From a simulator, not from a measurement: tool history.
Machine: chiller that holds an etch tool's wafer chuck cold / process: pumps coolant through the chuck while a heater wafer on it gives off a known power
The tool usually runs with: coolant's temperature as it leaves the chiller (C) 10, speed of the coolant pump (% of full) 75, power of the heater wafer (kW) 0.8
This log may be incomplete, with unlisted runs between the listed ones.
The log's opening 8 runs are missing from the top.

run	hour	coolant's temperature as it leaves the chiller (C)	speed of the coolant pump (% of full)	power of the heater wafer (kW)	hours since the coolant was changed and the channels were flushed	hours since the pump was overhauled	hours since the chiller's thermometer was calibrated	chuck's temperature once it has settled (C)	how much warmer the coolant comes back (C)
9	254.5	10	75	0.8	1572	438	1752	16.8	3.01
10	289.5	10	75	0.8	1607	473	1787	17.1	2.97
11	313.3	10	75	0.8	1631	497	1811	16.9	2.97
12	354.9	10	75	0.8	1672	538	1853	16.9	2.97
13	399.6	10	90	0.8	1717	583	1897	15.9	2.55
14	431.1	10	90	0.8	1749	614	1929	15.8	2.51
15	450.1	6	75	0.8	1768	633	1948	12.9	2.99
16	477.8	10	75	0.825	1795	661	1976	17.1	3.05
17	511.2	11	65	1.018	1829	695	2009	21.1	4.34
18	530.6	9	98	1.067	1848	714	2028	16.4	3.06
19	575.5	7	67	1.197	1893	759	2073	18.7	5.06
20	594.5	7	67	1.197	1912	778	2092	18.8	5.06
21	639.5	7	67	1.197	1957	823	2137	18.6	5.03
22	675.8	11	90	0.533	1993	859	2174	14.8	1.73
23	711	11	94	0.431	2028	894	2209	14	1.3
24	753.3	7	75	0.8	2071	937	2251	14	3
25	790.7	7	75	0.8	2108	974	2288	13.9	3.02
26	823.3	10	66	0.788	2141	1007	2321	17.5	3.35
27	845.7	10	66	0.788	2163	1029	2343	17.8	3.3
28	877.8	11	89	0.654	2195	1061	2376	15.6	2.14
29	901	11	89	0.654	2219	1084	2399	15.7	2.09
30	941.1	11	89	0.654	2259	1124	2439	15.7	2.12
31	965.8	2	92	0.785	2283	1149	2464	7.5	2.42

Consider 5 possible next runs. They are alternatives, not a sequence: every one starts from the tool as it was left by run 31. What does each give?
A	994.6	18	74	0.896	2312	1178	2492	?	?
B	994.6	0	79	0.628	2312	1178	2492	?	?
C	994.6	13	75	0.405	2312	1178	2492	?	?
D	994.6	1	82	1.099	2312	1178	2492	?	?
E	994.6	15	70	0.486	2312	1178	2492	?	?

run	chuck's temperature once it has settled (C)	how much warmer the coolant comes back (C)
A	26.2	3.38
B	5.1	2.23
C	16.3	1.5
D	9.8	3.81
E	19.2	1.95
Without the tool's hidden state the same runs would have given:
run	chuck's temperature once it has settled (C)	how much warmer the coolant comes back (C)
A	26.1	3.28
B	5.2	2.17
C	16.6	1.46
D	9.6	3.7
E	19.4	1.89
